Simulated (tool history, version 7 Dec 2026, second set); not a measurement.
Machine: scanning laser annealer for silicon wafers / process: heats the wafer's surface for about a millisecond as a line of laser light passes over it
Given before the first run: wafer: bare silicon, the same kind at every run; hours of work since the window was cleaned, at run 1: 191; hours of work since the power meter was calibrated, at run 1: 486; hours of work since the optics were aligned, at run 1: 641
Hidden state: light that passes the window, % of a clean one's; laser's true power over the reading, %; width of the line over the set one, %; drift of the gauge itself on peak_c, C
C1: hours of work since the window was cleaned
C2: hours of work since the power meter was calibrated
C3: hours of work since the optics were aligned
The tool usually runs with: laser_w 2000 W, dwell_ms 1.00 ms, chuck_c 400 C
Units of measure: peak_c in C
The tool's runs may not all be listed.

Run 1, hour 0.0: usual settings; C1 191; C2 486; C3 641. Result: peak_c 1163 C.
Run 2, hour 78.3: usual settings but dwell_ms 1.17 ms; C1 223; C2 518; C3 674. Result: peak_c 1220 C.
Run 3, hour 139.8: usual settings but dwell_ms 0.78 ms; C1 249; C2 544; C3 700. Result: peak_c 1076 C.
Run 4, hour 200.8: usual settings but dwell_ms 0.78 ms; C1 274; C2 569; C3 725. Result: peak_c 1076 C.
Run 5, hour 252.7: usual settings; C1 296; C2 591; C3 747. Result: peak_c 1158 C.
At hour 282.8: optics aligned, line set to its width.
Run 6, hour 309.8: usual settings; C1 318; C2 613; C3 11. Result: peak_c 1158 C.
Run 7, hour 353.3: usual settings; C1 336; C2 631; C3 29. Result: peak_c 1160 C.
Run 8, hour 397.5: usual settings but laser_w 1716 W; C1 354; C2 649; C3 48. Result: peak_c 1057 C.
Run 9, hour 471.1: usual settings but laser_w 1716 W; C1 385; C2 680; C3 78. Result: peak_c 1054 C.
Run 10, hour 551.1: usual settings but laser_w 1716 W; C1 418; C2 713; C3 112. Result: peak_c 1055 C.
Run 11, hour 604.6: usual settings but laser_w 1790 W; C1 440; C2 735; C3 134. Result: peak_c 1077 C.
Run 12, hour 686.0: usual settings but dwell_ms 1.18 ms; C1 474; C2 769; C3 168. Result: peak_c 1213 C.
Run 13, hour 732.2: usual settings but dwell_ms 0.76 ms; C1 494; C2 789; C3 187. Result: peak_c 1059 C.
Run 14, hour 797.1: usual settings but dwell_ms 1.13 ms; C1 521; C2 816; C3 214. Result: peak_c 1189 C.
At hour 803.9: window over the wafer cleaned.
Run 15, hour 856.9: usual settings but dwell_ms 1.13 ms; C1 22; C2 840; C3 238. Result: peak_c 1180 C.
Run 16, hour 895.7: usual settings; C1 38; C2 856; C3 255. Result: peak_c 1137 C.
Run 17, hour 943.6: usual settings but dwell_ms 0.96 ms, chuck_c 426 C; C1 58; C2 876; C3 275. Result: peak_c 1147 C.
Run 18, hour 1006.3: usual settings but laser_w 2102 W, chuck_c 385 C; C1 84; C2 902; C3 301. Result: peak_c 1156 C.
Run 19, hour 1078.5: usual settings but laser_w 1975 W, chuck_c 370 C; C1 114; C2 932; C3 331. Result: peak_c 1092 C.
Run 20, hour 1142.1: usual settings but laser_w 1975 W, chuck_c 370 C; C1 141; C2 959; C3 357. Result: peak_c 1094 C.
At hour 1170.6: window over the wafer cleaned, once more.
Run 21, hour 1231.0: usual settings but laser_w 1975 W, chuck_c 370 C; C1 25; C2 995; C3 393. Result: peak_c 1131 C.
Run 22, hour 1276.5: usual settings but laser_w 2073 W, dwell_ms 0.72 ms, chuck_c 395 C; C1 44; C2 1014; C3 412. Result: peak_c 1075 C.
Run 23, hour 1330.9: usual settings but laser_w 2091 W, dwell_ms 1.08 ms, chuck_c 382 C; C1 67; C2 1036; C3 435. Result: peak_c 1212 C.
Run 24, hour 1407.6: usual settings but laser_w 2169 W, dwell_ms 0.98 ms, chuck_c 399 C; C1 99; C2 1068; C3 467. Result: peak_c 1214 C.
Run 25, hour 1471.1: usual settings but dwell_ms 1.13 ms, chuck_c 410 C; C1 125; C2 1095; C3 494. Result: peak_c 1215 C.
Run 26, hour 1511.2: usual settings but laser_w 1855 W, dwell_ms 0.96 ms, chuck_c 414 C; C1 142; C2 1112; C3 510. Result: peak_c 1107 C.
Run 27, hour 1578.1: usual settings but dwell_ms 0.97 ms; C1 170; C2 1139; C3 538. Result: peak_c 1150 C.
Run 28, hour 1625.2: usual settings but dwell_ms 0.97 ms; C1 189; C2 1159; C3 558. Result: peak_c 1149 C.
Run 29, hour 1702.6: usual settings but dwell_ms 0.97 ms; C1 222; C2 1191; C3 590. Result: peak_c 1151 C.

Forecast run 30:
Run 30, hour 1755.7: usual settings but dwell_ms 0.97 ms; C1 244; C2 1213; C3 612. Result: peak_c ?.

Run 30 produced peak_c 1143 C.
Take away the tool's hidden state, keep the run-to-run variation as it was, and the same run would have given peak_c 1164 C.

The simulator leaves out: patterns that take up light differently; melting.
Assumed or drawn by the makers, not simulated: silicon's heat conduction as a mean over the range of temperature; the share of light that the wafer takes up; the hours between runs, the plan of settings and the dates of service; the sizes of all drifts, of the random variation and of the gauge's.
